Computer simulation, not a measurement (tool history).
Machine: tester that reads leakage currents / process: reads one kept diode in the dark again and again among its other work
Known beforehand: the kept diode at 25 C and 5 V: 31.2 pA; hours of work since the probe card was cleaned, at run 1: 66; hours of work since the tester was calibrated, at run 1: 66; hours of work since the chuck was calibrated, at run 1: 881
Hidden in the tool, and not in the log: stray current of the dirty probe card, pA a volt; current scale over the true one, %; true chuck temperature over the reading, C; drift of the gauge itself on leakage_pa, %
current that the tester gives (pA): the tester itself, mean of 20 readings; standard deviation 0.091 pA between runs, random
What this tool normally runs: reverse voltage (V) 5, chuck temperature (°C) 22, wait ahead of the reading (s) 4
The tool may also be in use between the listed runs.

run,day,reverse voltage (V),chuck temperature (°C),wait ahead of the reading (s),hours of work since the probe card was cleaned,hours of work since the tester was calibrated,hours of work since the chuck was calibrated,current that the tester gives (pA)
1,0,5,22,4,66,66,881,25.4
2,1.012,5,22,4,85,85,900,25.66
3,2.121,5,22,4,106,106,920,25.52
4,3.538,5,35,4,132,132,946,63.91
5,4.358,15.5,22,4,147,147,961,41.08
6,5.538,7.21,22,4,169,169,983,29.66
7,7.017,5,22,4,196,196,1010,25.33
8,8.2,5,22,4,218,218,1032,25.37
9,9.171,5,22,4,236,236,1050,25.34
10,9.942,5,22,4,250,250,1064,25.28
11,11.342,5,35,4,276,276,1090,63.88
12,12.008,5,35,4,288,288,1103,64.02
13,12.667,5,22,0.72,300,300,1115,27.28
14,14.104,5,22,0.72,327,327,1141,27.31
15,15.042,7.78,22,4,344,344,1159,30.52
16,16.292,7.78,22,4,367,367,1182,30.75
17,17.35,5,22,4,387,387,1201,25.5
18,18.375,5,22,4,406,406,1220,25.44
19,19.675,5,22,4,430,430,1244,25.55
20,21.117,5,22,4,456,456,1271,25.42
21,22.271,5,22,4,478,478,1292,25.49
22,23.729,4.82,59,4,504,504,1319,289.67
23,25.025,2.14,22,4,528,528,1343,18.02
24,26.304,2.7,49,0.38,552,552,1367,127.09
25,26.925,3.56,29,1.34,563,563,1378,37.08
26,27.7,3.56,29,1.34,578,578,1392,37.32
27,28.325,5,22,9.95,589,589,1404,25.18
28,29.596,5,27,0.3,613,613,1427,41.49
29,30.675,1.13,34,0.3,633,633,1447,33.89
30,32.108,13.48,34,2.02,659,659,1474,90.86
31,32.729,7.6,29,0.74,671,671,1485,52.61
32,33.325,13.13,57,1.87,682,682,1496,386.08
33,34.308,12.98,28,1.66,700,700,1514,59.93
34,35.5,3.08,28,8.4,722,722,1536,32.12
35,36.796,3.08,28,8.4,746,746,1560,31.99
36,37.738,3.08,28,8.4,763,763,1578,32.08
37,38.979,16.97,49,5.6,786,786,1600,262.6
# day 39.908: chuck's temperature calibrated
38,39.908,16.97,49,5.6,802,802,0,262.48
39,40.675,5,41,0.89,816,816,14,96.96
40,42.15,7.69,49,7.07,843,843,41,190.33
41,43.379,7.69,49,7.07,866,866,64,191.33

Entry by entry between the runs, the difference in hidden state between the last listed run before and the first listed run after:
Runs 37 to 38: chuck's temperature calibrated (day 39.908)
  the hidden state is the same at both runs
